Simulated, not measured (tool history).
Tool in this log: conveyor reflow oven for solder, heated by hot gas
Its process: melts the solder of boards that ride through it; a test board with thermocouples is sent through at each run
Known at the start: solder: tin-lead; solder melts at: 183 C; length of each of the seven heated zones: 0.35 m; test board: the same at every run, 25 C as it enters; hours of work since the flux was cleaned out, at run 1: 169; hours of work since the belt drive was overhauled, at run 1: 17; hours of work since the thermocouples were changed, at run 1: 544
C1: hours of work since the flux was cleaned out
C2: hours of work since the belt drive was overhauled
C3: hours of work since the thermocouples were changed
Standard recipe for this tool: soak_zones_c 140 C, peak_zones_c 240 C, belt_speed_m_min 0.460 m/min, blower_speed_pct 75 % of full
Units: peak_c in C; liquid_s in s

{"run": 1, "hour": 0.0, "soak_zones_c": 140, "peak_zones_c": 240, "belt_speed_m_min": 0.46, "blower_speed_pct": 75, "C1": 169, "C2": 17, "C3": 544, "peak_c": 222.5, "liquid_s": 73.6}
{"run": 2, "hour": 13.6, "soak_zones_c": 140, "peak_zones_c": 240, "belt_speed_m_min": 0.515, "blower_speed_pct": 75, "C1": 178, "C2": 26, "C3": 553, "peak_c": 218.7, "liquid_s": 62.3}
{"hour": 18.6, "done": "thermocouples of zones 6 and 7 changed"}
{"run": 3, "hour": 28.2, "soak_zones_c": 140, "peak_zones_c": 240, "belt_speed_m_min": 0.46, "blower_speed_pct": 75, "C1": 186, "C2": 34, "C3": 6, "peak_c": 222.6, "liquid_s": 73.6}
{"run": 4, "hour": 39.3, "soak_zones_c": 140, "peak_zones_c": 240, "belt_speed_m_min": 0.46, "blower_speed_pct": 75, "C1": 193, "C2": 41, "C3": 13, "peak_c": 222.9, "liquid_s": 73.6}
{"run": 5, "hour": 45.5, "soak_zones_c": 140, "peak_zones_c": 240, "belt_speed_m_min": 0.46, "blower_speed_pct": 75, "C1": 196, "C2": 45, "C3": 17, "peak_c": 222.8, "liquid_s": 73.4}
{"run": 6, "hour": 51.2, "soak_zones_c": 140, "peak_zones_c": 240, "belt_speed_m_min": 0.46, "blower_speed_pct": 87, "C1": 200, "C2": 48, "C3": 21, "peak_c": 226.4, "liquid_s": 76.4}
{"run": 7, "hour": 59.2, "soak_zones_c": 140, "peak_zones_c": 240, "belt_speed_m_min": 0.46, "blower_speed_pct": 75, "C1": 205, "C2": 53, "C3": 26, "peak_c": 222.9, "liquid_s": 73.4}
{"run": 8, "hour": 65.6, "soak_zones_c": 140, "peak_zones_c": 240, "belt_speed_m_min": 0.46, "blower_speed_pct": 75, "C1": 209, "C2": 57, "C3": 30, "peak_c": 223.0, "liquid_s": 73.4}
{"run": 9, "hour": 75.9, "soak_zones_c": 140, "peak_zones_c": 240, "belt_speed_m_min": 0.46, "blower_speed_pct": 75, "C1": 216, "C2": 64, "C3": 36, "peak_c": 222.8, "liquid_s": 73.5}
{"run": 10, "hour": 88.1, "soak_zones_c": 140, "peak_zones_c": 240, "belt_speed_m_min": 0.46, "blower_speed_pct": 75, "C1": 223, "C2": 72, "C3": 44, "peak_c": 222.9, "liquid_s": 73.7}
{"hour": 101.4, "done": "flux residue cleaned out of gas plates and filters"}
{"run": 11, "hour": 103.6, "soak_zones_c": 140, "peak_zones_c": 240, "belt_speed_m_min": 0.46, "blower_speed_pct": 75, "C1": 1, "C2": 78, "C3": 51, "peak_c": 222.5, "liquid_s": 73.5}
{"run": 12, "hour": 112.3, "soak_zones_c": 140, "peak_zones_c": 240, "belt_speed_m_min": 0.46, "blower_speed_pct": 75, "C1": 7, "C2": 84, "C3": 56, "peak_c": 222.6, "liquid_s": 73.7}
{"run": 13, "hour": 122.0, "soak_zones_c": 140, "peak_zones_c": 240, "belt_speed_m_min": 0.46, "blower_speed_pct": 75, "C1": 13, "C2": 90, "C3": 62, "peak_c": 222.9, "liquid_s": 73.5}
{"run": 14, "hour": 135.8, "soak_zones_c": 140, "peak_zones_c": 240, "belt_speed_m_min": 0.46, "blower_speed_pct": 75, "C1": 22, "C2": 99, "C3": 71, "peak_c": 222.8, "liquid_s": 73.9}
{"run": 15, "hour": 149.0, "soak_zones_c": 140, "peak_zones_c": 247, "belt_speed_m_min": 0.427, "blower_speed_pct": 75, "C1": 30, "C2": 107, "C3": 79, "peak_c": 231.3, "liquid_s": 85.7}
{"run": 16, "hour": 158.1, "soak_zones_c": 152, "peak_zones_c": 247, "belt_speed_m_min": 0.508, "blower_speed_pct": 75, "C1": 36, "C2": 113, "C3": 85, "peak_c": 227.8, "liquid_s": 74.4}
{"run": 17, "hour": 167.9, "soak_zones_c": 140, "peak_zones_c": 240, "belt_speed_m_min": 0.46, "blower_speed_pct": 67, "C1": 42, "C2": 119, "C3": 91, "peak_c": 219.7, "liquid_s": 70.8}
{"run": 18, "hour": 179.4, "soak_zones_c": 150, "peak_zones_c": 246, "belt_speed_m_min": 0.392, "blower_speed_pct": 61, "C1": 49, "C2": 126, "C3": 98, "peak_c": 229.9, "liquid_s": 97.4}
{"run": 19, "hour": 189.0, "soak_zones_c": 150, "peak_zones_c": 246, "belt_speed_m_min": 0.392, "blower_speed_pct": 61, "C1": 55, "C2": 132, "C3": 105, "peak_c": 229.6, "liquid_s": 97.5}
{"run": 20, "hour": 201.5, "soak_zones_c": 150, "peak_zones_c": 246, "belt_speed_m_min": 0.392, "blower_speed_pct": 61, "C1": 63, "C2": 140, "C3": 112, "peak_c": 229.9, "liquid_s": 97.2}
{"run": 21, "hour": 210.4, "soak_zones_c": 149, "peak_zones_c": 240, "belt_speed_m_min": 0.402, "blower_speed_pct": 75, "C1": 69, "C2": 146, "C3": 118, "peak_c": 228.0, "liquid_s": 93.7}
{"run": 22, "hour": 217.3, "soak_zones_c": 140, "peak_zones_c": 238, "belt_speed_m_min": 0.526, "blower_speed_pct": 58, "C1": 73, "C2": 150, "C3": 122, "peak_c": 208.3, "liquid_s": 49.7}
{"run": 23, "hour": 223.0, "soak_zones_c": 140, "peak_zones_c": 238, "belt_speed_m_min": 0.526, "blower_speed_pct": 58, "C1": 77, "C2": 154, "C3": 126, "peak_c": 208.8, "liquid_s": 49.5}
{"run": 24, "hour": 229.4, "soak_zones_c": 140, "peak_zones_c": 238, "belt_speed_m_min": 0.526, "blower_speed_pct": 58, "C1": 81, "C2": 158, "C3": 130, "peak_c": 209.1, "liquid_s": 49.7}
{"run": 25, "hour": 241.1, "soak_zones_c": 140, "peak_zones_c": 240, "belt_speed_m_min": 0.478, "blower_speed_pct": 62, "C1": 88, "C2": 165, "C3": 137, "peak_c": 216.2, "liquid_s": 64.3}

Below are 3 alternative next runs, each starting from the tool's condition after run 25. Predict each:
{"run": "A", "hour": 249.8, "soak_zones_c": 140, "peak_zones_c": 236, "belt_speed_m_min": 0.478, "blower_speed_pct": 62, "C1": 94, "C2": 171, "C3": 143, "peak_c": "?", "liquid_s": "?"}
{"run": "B", "hour": 249.8, "soak_zones_c": 150, "peak_zones_c": 242, "belt_speed_m_min": 0.39, "blower_speed_pct": 75, "C1": 94, "C2": 171, "C3": 143, "peak_c": "?", "liquid_s": "?"}
{"run": "C", "hour": 249.8, "soak_zones_c": 140, "peak_zones_c": 233, "belt_speed_m_min": 0.478, "blower_speed_pct": 62, "C1": 94, "C2": 171, "C3": 143, "peak_c": "?", "liquid_s": "?"}

run=A peak_c=213.1 liquid_s=61.0
run=B peak_c=230.6 liquid_s=98.9
run=C peak_c=210.7 liquid_s=58.3
The same runs, with their run-to-run variation unchanged, on a tool lacking any hidden condition would have given:
run=A peak_c=213.2 liquid_s=61.0
run=B peak_c=230.6 liquid_s=98.9
run=C peak_c=210.7 liquid_s=58.3

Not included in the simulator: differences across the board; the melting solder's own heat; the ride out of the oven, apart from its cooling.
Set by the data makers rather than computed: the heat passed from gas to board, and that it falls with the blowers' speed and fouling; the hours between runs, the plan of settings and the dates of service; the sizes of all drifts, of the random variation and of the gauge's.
